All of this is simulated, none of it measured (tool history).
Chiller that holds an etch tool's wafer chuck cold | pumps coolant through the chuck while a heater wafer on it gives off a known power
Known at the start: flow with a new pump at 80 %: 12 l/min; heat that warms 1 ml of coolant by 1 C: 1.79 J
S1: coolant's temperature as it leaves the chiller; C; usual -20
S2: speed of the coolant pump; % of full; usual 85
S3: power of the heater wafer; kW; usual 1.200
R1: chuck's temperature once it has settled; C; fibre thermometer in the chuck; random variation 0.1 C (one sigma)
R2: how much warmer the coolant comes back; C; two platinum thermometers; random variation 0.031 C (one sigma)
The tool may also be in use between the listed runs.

{"run": 1, "hour": 0.0, "S1": -20, "S2": 85, "S3": 1.2, "R1": -8.5, "R2": 3.19}
{"run": 2, "hour": 52.8, "S1": -22, "S2": 85, "S3": 1.2, "R1": -10.7, "R2": 3.25}
{"run": 3, "hour": 124.6, "S1": -22, "S2": 85, "S3": 1.2, "R1": -10.7, "R2": 3.22}
{"run": 4, "hour": 166.5, "S1": -20, "S2": 64, "S3": 1.2, "R1": -6.4, "R2": 4.32}
{"run": 5, "hour": 212.9, "S1": -20, "S2": 64, "S3": 1.2, "R1": -6.5, "R2": 4.3}
{"run": 6, "hour": 267.9, "S1": -20, "S2": 64, "S3": 1.2, "R1": -6.5, "R2": 4.32}
{"run": 7, "hour": 308.7, "S1": -20, "S2": 67, "S3": 1.2, "R1": -6.7, "R2": 4.1}
{"run": 8, "hour": 363.0, "S1": -20, "S2": 67, "S3": 1.2, "R1": -6.6, "R2": 4.11}
{"run": 9, "hour": 430.4, "S1": -20, "S2": 67, "S3": 1.2, "R1": -6.7, "R2": 4.16}
{"run": 10, "hour": 472.4, "S1": -20, "S2": 67, "S3": 1.2, "R1": -6.6, "R2": 4.19}
{"run": 11, "hour": 549.2, "S1": -18, "S2": 85, "S3": 1.2, "R1": -6.4, "R2": 3.26}
{"run": 12, "hour": 638.4, "S1": -18, "S2": 85, "S3": 1.2, "R1": -6.3, "R2": 3.22}
{"run": 13, "hour": 731.8, "S1": -18, "S2": 88, "S3": 1.2, "R1": -6.4, "R2": 3.13}
{"run": 14, "hour": 780.7, "S1": -18, "S2": 88, "S3": 1.2, "R1": -6.2, "R2": 3.21}
{"run": 15, "hour": 850.6, "S1": -18, "S2": 88, "S3": 1.2, "R1": -6.3, "R2": 3.15}
{"run": 16, "hour": 924.4, "S1": -14, "S2": 88, "S3": 1.504, "R1": 0.5, "R2": 3.94}
{"run": 17, "hour": 989.6, "S1": -20, "S2": 64, "S3": 0.606, "R1": -13.1, "R2": 2.23}
{"run": 18, "hour": 1081.0, "S1": -15, "S2": 70, "S3": 1.658, "R1": 3.7, "R2": 5.55}

The next listed run, before its measurement:
{"run": 19, "hour": 1146.0, "S1": -12, "S2": 85, "S3": 1.576, "R1": "?", "R2": "?"}

R1: 3.9 C
R2: 4.31 C
Without the tool's hidden state the same run would have given R1 1.9 C, R2 4.14 C.

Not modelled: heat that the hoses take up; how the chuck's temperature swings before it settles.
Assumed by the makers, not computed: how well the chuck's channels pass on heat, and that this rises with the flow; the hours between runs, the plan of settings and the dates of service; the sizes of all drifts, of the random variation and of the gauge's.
